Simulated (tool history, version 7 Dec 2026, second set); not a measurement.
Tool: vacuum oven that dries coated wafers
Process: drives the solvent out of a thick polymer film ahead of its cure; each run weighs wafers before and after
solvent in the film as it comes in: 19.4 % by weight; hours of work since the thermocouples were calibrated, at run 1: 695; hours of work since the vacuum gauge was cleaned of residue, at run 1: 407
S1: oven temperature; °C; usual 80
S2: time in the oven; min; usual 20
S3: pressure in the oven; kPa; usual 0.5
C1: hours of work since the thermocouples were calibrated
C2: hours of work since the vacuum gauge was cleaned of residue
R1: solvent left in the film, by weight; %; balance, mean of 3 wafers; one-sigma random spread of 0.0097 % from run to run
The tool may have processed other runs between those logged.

run 1 hour=0 | S1=80 S2=20 S3=0.5 | C1=695 C2=407 | R1=3.34
-- hour=8.1 oven's thermocouples calibrated
run 2 hour=70.5 | S1=80 S2=20 S3=0.5 | C1=40 C2=451 | R1=3.351
run 3 hour=167.8 | S1=80 S2=11 S3=0.5 | C1=102 C2=513 | R1=6.647
run 4 hour=243.6 | S1=80 S2=11 S3=0.5 | C1=151 C2=562 | R1=6.647
run 5 hour=335.1 | S1=80 S2=10 S3=0.5 | C1=209 C2=620 | R1=7.188
run 6 hour=412.3 | S1=80 S2=10 S3=0.5 | C1=258 C2=669 | R1=7.188
run 7 hour=528.8 | S1=80 S2=10 S3=0.5 | C1=333 C2=744 | R1=7.166
run 8 hour=629 | S1=80 S2=10 S3=0.5 | C1=397 C2=808 | R1=7.194
run 9 hour=742.7 | S1=80 S2=20 S3=0.5 | C1=470 C2=881 | R1=3.36
run 10 hour=823.4 | S1=67 S2=20 S3=0.5 | C1=521 C2=932 | R1=7.476
run 11 hour=901.7 | S1=77 S2=20 S3=0.5 | C1=571 C2=982 | R1=4.211
run 12 hour=987.3 | S1=80 S2=20 S3=1.646 | C1=626 C2=1037 | R1=3.836
run 13 hour=1038.3 | S1=80 S2=20 S3=1.646 | C1=659 C2=1070 | R1=3.837
-- hour=1101.7 oven's thermocouples calibrated
run 14 hour=1144.3 | S1=80 S2=20 S3=1.646 | C1=27 C2=1136 | R1=3.843
run 15 hour=1195.9 | S1=80 S2=30 S3=1.646 | C1=60 C2=1169 | R1=2.167
run 16 hour=1286.3 | S1=80 S2=30 S3=1.646 | C1=118 C2=1227 | R1=2.176
-- hour=1298 vacuum gauge cleaned of residue and calibrated
run 17 hour=1412.8 | S1=80 S2=10 S3=1.646 | C1=198 C2=73 | R1=7.551
run 18 hour=1481.6 | S1=80 S2=10 S3=1.646 | C1=242 C2=117 | R1=7.562
run 19 hour=1537.6 | S1=82 S2=18 S3=0.549 | C1=278 C2=153 | R1=3.361
run 20 hour=1629.6 | S1=82 S2=18 S3=0.549 | C1=336 C2=212 | R1=3.362
run 21 hour=1691.4 | S1=80 S2=22 S3=0.573 | C1=376 C2=251 | R1=2.945
run 22 hour=1759.7 | S1=81 S2=22 S3=1.437 | C1=420 C2=295 | R1=3.053
run 23 hour=1821.8 | S1=81 S2=22 S3=1.437 | C1=459 C2=335 | R1=3.036
run 24 hour=1917.8 | S1=81 S2=22 S3=1.437 | C1=521 C2=396 | R1=3.062
run 25 hour=2041.6 | S1=81 S2=22 S3=1.437 | C1=600 C2=475 | R1=3.03
run 26 hour=2110.2 | S1=81 S2=22 S3=1.437 | C1=644 C2=519 | R1=3.026
run 27 hour=2183.3 | S1=81 S2=22 S3=1.437 | C1=690 C2=566 | R1=3.03
-- hour=2196.4 oven's thermocouples calibrated
run 28 hour=2245.9 | S1=81 S2=22 S3=1.437 | C1=32 C2=605 | R1=3.039
run 29 hour=2339.8 | S1=80 S2=26 S3=0.455 | C1=92 C2=665 | R1=2.135
run 30 hour=2436.1 | S1=69 S2=15 S3=0.455 | C1=153 C2=726 | R1=8.365
run 31 hour=2488.2 | S1=69 S2=13 S3=1.324 | C1=186 C2=759 | R1=9.447
run 32 hour=2600.8 | S1=68 S2=14 S3=0.643 | C1=258 C2=831 | R1=9.106
run 33 hour=2683.9 | S1=65 S2=17 S3=1.758 | C1=312 C2=885 | R1=9.63

Results for each run, recomputed without the tool's hidden state and with each run's random variation untouched:
The hidden state here: true wafer temperature over the reading, C; true pressure over the reading, kPa; drift of the gauge itself on solvent_pct, %.
run=1 R1=3.355
run=2 R1=3.352
run=3 R1=6.65
run=4 R1=6.65
run=5 R1=7.191
run=6 R1=7.192
run=7 R1=7.17
run=8 R1=7.199
run=9 R1=3.363
run=10 R1=7.479
run=11 R1=4.216
run=12 R1=3.841
run=13 R1=3.841
run=14 R1=3.833
run=15 R1=2.157
run=16 R1=2.166
run=17 R1=7.55
run=18 R1=7.561
run=19 R1=3.36
run=20 R1=3.362
run=21 R1=2.945
run=22 R1=3.053
run=23 R1=3.037
run=24 R1=3.063
run=25 R1=3.031
run=26 R1=3.027
run=27 R1=3.032
run=28 R1=3.039
run=29 R1=2.134
run=30 R1=8.366
run=31 R1=9.449
run=32 R1=9.108
run=33 R1=9.632
